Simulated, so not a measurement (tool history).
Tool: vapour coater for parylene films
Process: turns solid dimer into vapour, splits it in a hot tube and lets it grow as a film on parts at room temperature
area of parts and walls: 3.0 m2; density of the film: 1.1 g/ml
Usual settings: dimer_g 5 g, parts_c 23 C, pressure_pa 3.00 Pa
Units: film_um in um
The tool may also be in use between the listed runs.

Run 1, hour 0.0: usual settings. Result: film_um 1.00 um.
Run 2, hour 11.1: usual settings but parts_c 31 C. Result: film_um 0.85 um.
Run 3, hour 29.0: usual settings but parts_c 31 C. Result: film_um 0.88 um.
Run 4, hour 43.0: usual settings. Result: film_um 0.98 um.
Run 5, hour 57.4: usual settings. Result: film_um 1.00 um.
Run 6, hour 67.5: usual settings. Result: film_um 1.00 um.
Run 7, hour 84.9: usual settings. Result: film_um 1.00 um.
Run 8, hour 98.8: usual settings but dimer_g 4 g. Result: film_um 0.80 um.
Run 9, hour 112.5: usual settings but dimer_g 4 g. Result: film_um 0.81 um.
Run 10, hour 134.6: usual settings but pressure_pa 5.95 Pa. Result: film_um 0.91 um.
Run 11, hour 147.5: usual settings but pressure_pa 5.95 Pa. Result: film_um 0.89 um.
Run 12, hour 163.0: usual settings but pressure_pa 5.71 Pa. Result: film_um 0.87 um.
Run 13, hour 174.1: usual settings. Result: film_um 1.00 um.
Run 14, hour 192.6: usual settings. Result: film_um 0.99 um.
Run 15, hour 202.0: usual settings. Result: film_um 1.01 um.
Run 16, hour 218.5: usual settings but dimer_g 2 g, parts_c 29 C. Result: film_um 0.36 um.
Run 17, hour 232.9: usual settings but parts_c 17 C. Result: film_um 1.09 um.
Run 18, hour 247.9: usual settings but dimer_g 4 g, parts_c 18 C, pressure_pa 6.37 Pa. Result: film_um 0.79 um.
Run 19, hour 270.3: usual settings but dimer_g 4 g, parts_c 18 C, pressure_pa 6.37 Pa. Result: film_um 0.77 um.
Run 20, hour 289.6: usual settings but dimer_g 4 g, parts_c 26 C. Result: film_um 0.77 um.
Run 21, hour 301.2: usual settings but dimer_g 6 g, pressure_pa 5.68 Pa. Result: film_um 1.06 um.
Run 22, hour 315.1: usual settings but dimer_g 6 g, parts_c 34 C, pressure_pa 7.49 Pa. Result: film_um 0.83 um.
Run 23, hour 335.5: usual settings but parts_c 34 C, pressure_pa 7.37 Pa. Result: film_um 0.70 um.
Run 24, hour 356.9: usual settings but dimer_g 8 g, parts_c 17 C, pressure_pa 2.06 Pa. Result: film_um 1.91 um.
Run 25, hour 366.3: usual settings but parts_c 17 C, pressure_pa 2.06 Pa. Result: film_um 1.17 um.
Run 26, hour 384.2: usual settings but dimer_g 4 g, parts_c 26 C, pressure_pa 4.73 Pa. Result: film_um 0.69 um.
Run 27, hour 397.4: usual settings but dimer_g 4 g, parts_c 26 C, pressure_pa 2.25 Pa. Result: film_um 0.80 um.
Run 28, hour 415.8: usual settings but dimer_g 7 g, parts_c 26 C, pressure_pa 7.55 Pa. Result: film_um 1.13 um.
Run 29, hour 437.8: usual settings but parts_c 26 C, pressure_pa 4.13 Pa. Result: film_um 0.91 um.

Forecast each of these 4 alternatives for the next run:
Run A, hour 460.8: usual settings but dimer_g 2 g, parts_c 26 C, pressure_pa 3.31 Pa. Result: film_um ?.
Run B, hour 460.8: usual settings but parts_c 15 C, pressure_pa 4.29 Pa. Result: film_um ?.
Run C, hour 460.8: usual settings but pressure_pa 4.13 Pa. Result: film_um ?.
Run D, hour 460.8: usual settings but parts_c 22 C, pressure_pa 8.64 Pa. Result: film_um ?.

run  film_um
  A     0.37
  B     1.09
  C     0.95
  D     0.85
Without the tool's hidden state the same runs would have given:
run  film_um
  A     0.37
  B     1.09
  C     0.96
  D     0.85

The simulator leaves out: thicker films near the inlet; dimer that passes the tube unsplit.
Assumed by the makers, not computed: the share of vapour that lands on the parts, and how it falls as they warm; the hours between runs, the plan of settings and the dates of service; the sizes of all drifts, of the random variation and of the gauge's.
